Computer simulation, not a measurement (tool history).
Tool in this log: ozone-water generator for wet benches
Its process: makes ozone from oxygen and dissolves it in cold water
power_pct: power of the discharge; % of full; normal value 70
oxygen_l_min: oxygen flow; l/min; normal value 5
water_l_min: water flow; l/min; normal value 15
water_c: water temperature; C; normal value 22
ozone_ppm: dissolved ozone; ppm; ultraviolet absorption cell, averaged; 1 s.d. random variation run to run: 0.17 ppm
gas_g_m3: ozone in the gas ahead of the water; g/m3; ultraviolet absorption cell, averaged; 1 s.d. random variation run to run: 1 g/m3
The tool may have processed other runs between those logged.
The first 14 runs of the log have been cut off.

| run | hour | power_pct | oxygen_l_min | water_l_min | water_c | hours of work since the electrodes were changed | hours of work since the contactor was cleaned | hours of work since the thermometer was calibrated | ozone_ppm | gas_g_m3 |
|---|---|---|---|---|---|---|---|---|---|---|
| 15 | 463.8 | 70 | 5 | 21 | 22 | 1737 | 5498 | 3100 | 18.2 | 177.5 |
| 16 | 498.3 | 70 | 5 | 21 | 22 | 1763 | 5524 | 3127 | 18.1 | 177 |
| 17 | 521.2 | 70 | 5 | 18 | 22 | 1781 | 5542 | 3144 | 20.5 | 178 |
| 18 | 562.3 | 70 | 6.47 | 10 | 22 | 1812 | 5573 | 3176 | 27.3 | 153.3 |
| 19 | 583.8 | 47 | 4.24 | 10 | 28 | 1829 | 5590 | 3192 | 19.8 | 143.9 |
| 20 | 629.6 | 47 | 4.24 | 10 | 28 | 1863 | 5625 | 3227 | 19.5 | 145.1 |
| 21 | 655.8 | 47 | 4.24 | 10 | 28 | 1883 | 5645 | 3247 | 19.5 | 144.3 |
| 22 | 701.9 | 70 | 6.58 | 11 | 22 | 1919 | 5680 | 3282 | 25.8 | 149 |
| 23 | 720.5 | 43 | 5 | 18 | 22 | 1933 | 5694 | 3296 | 13.9 | 121.8 |
| 24 | 745.8 | 43 | 5 | 18 | 22 | 1952 | 5713 | 3316 | 14 | 120.9 |
| 25 | 765.4 | 82 | 5 | 20 | 22 | 1967 | 5728 | 3331 | 21.6 | 200 |
| 26 | 809.7 | 82 | 5.57 | 10 | 22 | 2001 | 5762 | 3364 | 32 | 189.3 |
| 27 | 829.2 | 82 | 5.57 | 10 | 21 | 2016 | 5777 | 3379 | 32.9 | 188.6 |
| 28 | 869.7 | 91 | 5.57 | 15 | 16 | 2047 | 5808 | 3410 | 30.9 | 201.8 |
| 29 | 892.7 | 91 | 6.73 | 13 | 16 | 2064 | 5825 | 3428 | 33 | 182.8 |
| 30 | 913.8 | 72 | 5.89 | 14 | 15 | 2080 | 5841 | 3444 | 27.3 | 162.9 |
| 31 | 939.3 | 72 | 5.89 | 14 | 15 | 2100 | 5861 | 3463 | 27.8 | 164.7 |
| 32 | 973.3 | 50 | 3.1 | 14 | 22 | 2126 | 5887 | 3489 | 19.6 | 181.8 |
| 33 | 1000.7 | 50 | 4.81 | 15 | 15 | 2147 | 5908 | 3510 | 20.1 | 140.4 |

Each row is a separate what-if for the run after 33, all from the same tool condition, not one after another. Results?
| A | 1024.1 | 70 | 5 | 10 | 22 | 2165 | 5926 | 3528 | ? | ? |
| B | 1024.1 | 45 | 5 | 15 | 22 | 2165 | 5926 | 3528 | ? | ? |
| C | 1024.1 | 87 | 4.81 | 12 | 15 | 2165 | 5926 | 3528 | ? | ? |
| D | 1024.1 | 50 | 3.43 | 15 | 15 | 2165 | 5926 | 3528 | ? | ? |

| run | ozone_ppm | gas_g_m3 |
|---|---|---|
| A | 29 | 177.4 |
| B | 16.1 | 126.1 |
| C | 35.5 | 214.4 |
| D | 20.2 | 171.6 |
With no hidden state in the tool, these same runs would have given:
| run | ozone_ppm | gas_g_m3 |
|---|---|---|
| A | 29 | 177.5 |
| B | 16.1 | 126.1 |
| C | 35.6 | 214.5 |
| D | 20.2 | 171.7 |
